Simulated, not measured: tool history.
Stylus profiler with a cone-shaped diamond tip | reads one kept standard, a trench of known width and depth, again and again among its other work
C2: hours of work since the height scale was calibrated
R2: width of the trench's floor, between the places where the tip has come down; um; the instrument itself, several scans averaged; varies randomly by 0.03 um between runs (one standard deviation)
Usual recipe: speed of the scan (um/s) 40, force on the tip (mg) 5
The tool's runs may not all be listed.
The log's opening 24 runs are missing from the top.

{"run": 25, "day": 26.05, "speed of the scan (um/s)": 41, "force on the tip (mg)": 2.32, "scans with this tip": 9321, "C2": 792, "depth of the trench (Å)": 5051.1, "R2": 26.12}
{"run": 26, "day": 27.208, "speed of the scan (um/s)": 41, "force on the tip (mg)": 2.32, "scans with this tip": 9513, "C2": 809, "depth of the trench (Å)": 5054.1, "R2": 26.11}
{"day": 27.3, "done": "height scale calibrated on a step standard"}
{"run": 27, "day": 28.075, "speed of the scan (um/s)": 74, "force on the tip (mg)": 4.32, "scans with this tip": 9653, "C2": 11, "depth of the trench (Å)": 5076.4, "R2": 26.08}
{"run": 28, "day": 29.246, "speed of the scan (um/s)": 12, "force on the tip (mg)": 5, "scans with this tip": 9847, "C2": 27, "depth of the trench (Å)": 5080.9, "R2": 26.17}
{"run": 29, "day": 30.042, "speed of the scan (um/s)": 10, "force on the tip (mg)": 2.31, "scans with this tip": 9979, "C2": 39, "depth of the trench (Å)": 5060.7, "R2": 26.14}
{"run": 30, "day": 31.467, "speed of the scan (um/s)": 10, "force on the tip (mg)": 2.31, "scans with this tip": 10214, "C2": 59, "depth of the trench (Å)": 5060.6, "R2": 26.13}
{"run": 31, "day": 32.3, "speed of the scan (um/s)": 31, "force on the tip (mg)": 9.38, "scans with this tip": 10353, "C2": 70, "depth of the trench (Å)": 5112, "R2": 26.08}
{"day": 32.892, "done": "height scale calibrated on a step standard, once more"}
{"run": 32, "day": 33.758, "speed of the scan (um/s)": 31, "force on the tip (mg)": 9.38, "scans with this tip": 10591, "C2": 12, "depth of the trench (Å)": 5080.3, "R2": 26.05}
{"run": 33, "day": 35.183, "speed of the scan (um/s)": 96, "force on the tip (mg)": 7.01, "scans with this tip": 10827, "C2": 32, "depth of the trench (Å)": 5066.8, "R2": 26.03}
{"run": 34, "day": 36.046, "speed of the scan (um/s)": 96, "force on the tip (mg)": 7.01, "scans with this tip": 10969, "C2": 44, "depth of the trench (Å)": 5067.6, "R2": 25.95}
{"run": 35, "day": 37.558, "speed of the scan (um/s)": 40, "force on the tip (mg)": 8.36, "scans with this tip": 11219, "C2": 66, "depth of the trench (Å)": 5077.8, "R2": 26.06}
{"run": 36, "day": 38.308, "speed of the scan (um/s)": 128, "force on the tip (mg)": 8.17, "scans with this tip": 11344, "C2": 76, "depth of the trench (Å)": 5074.7, "R2": 25.97}
{"run": 37, "day": 39.142, "speed of the scan (um/s)": 128, "force on the tip (mg)": 8.17, "scans with this tip": 11482, "C2": 88, "depth of the trench (Å)": 5074.9, "R2": 25.87}
{"run": 38, "day": 39.925, "speed of the scan (um/s)": 128, "force on the tip (mg)": 8.17, "scans with this tip": 11611, "C2": 99, "depth of the trench (Å)": 5076.2, "R2": 25.96}
{"run": 39, "day": 40.946, "speed of the scan (um/s)": 128, "force on the tip (mg)": 8.17, "scans with this tip": 11781, "C2": 113, "depth of the trench (Å)": 5079.7, "R2": 25.93}
{"run": 40, "day": 42.088, "speed of the scan (um/s)": 96, "force on the tip (mg)": 1.74, "scans with this tip": 11969, "C2": 129, "depth of the trench (Å)": 5028.1, "R2": 25.85}
{"run": 41, "day": 43.154, "speed of the scan (um/s)": 96, "force on the tip (mg)": 1.74, "scans with this tip": 12146, "C2": 144, "depth of the trench (Å)": 5030.2, "R2": 25.84}
{"run": 42, "day": 43.888, "speed of the scan (um/s)": 96, "force on the tip (mg)": 1.74, "scans with this tip": 12267, "C2": 155, "depth of the trench (Å)": 5028.2, "R2": 25.81}
{"run": 43, "day": 45.454, "speed of the scan (um/s)": 28, "force on the tip (mg)": 3.48, "scans with this tip": 12527, "C2": 177, "depth of the trench (Å)": 5047.4, "R2": 25.88}
{"run": 44, "day": 46.212, "speed of the scan (um/s)": 110, "force on the tip (mg)": 2.49, "scans with this tip": 12653, "C2": 187, "depth of the trench (Å)": 5037.7, "R2": 25.79}

Below are 3 alternative next runs, each starting from the tool's condition after run 44. Predict each:
{"run": "A", "day": 47.725, "speed of the scan (um/s)": 65, "force on the tip (mg)": 1.84, "scans with this tip": 12903, "C2": 209, "depth of the trench (Å)": "?", "R2": "?"}
{"run": "B", "day": 47.725, "speed of the scan (um/s)": 40, "force on the tip (mg)": 2.32, "scans with this tip": 12903, "C2": 209, "depth of the trench (Å)": "?", "R2": "?"}
{"run": "C", "day": 47.725, "speed of the scan (um/s)": 11, "force on the tip (mg)": 6.95, "scans with this tip": 12903, "C2": 209, "depth of the trench (Å)": "?", "R2": "?"}

run=A depth_of_the_trench_(Å)=5030.8 R2=25.82
run=B depth_of_the_trench_(Å)=5038 R2=25.87
run=C depth_of_the_trench_(Å)=5072.8 R2=25.98
With the hidden condition removed and each run's random variation left untouched, the same runs would have given:
run=A depth_of_the_trench_(Å)=5025.4 R2=26.87
run=B depth_of_the_trench_(Å)=5032.6 R2=26.92
run=C depth_of_the_trench_(Å)=5067.4 R2=27.03

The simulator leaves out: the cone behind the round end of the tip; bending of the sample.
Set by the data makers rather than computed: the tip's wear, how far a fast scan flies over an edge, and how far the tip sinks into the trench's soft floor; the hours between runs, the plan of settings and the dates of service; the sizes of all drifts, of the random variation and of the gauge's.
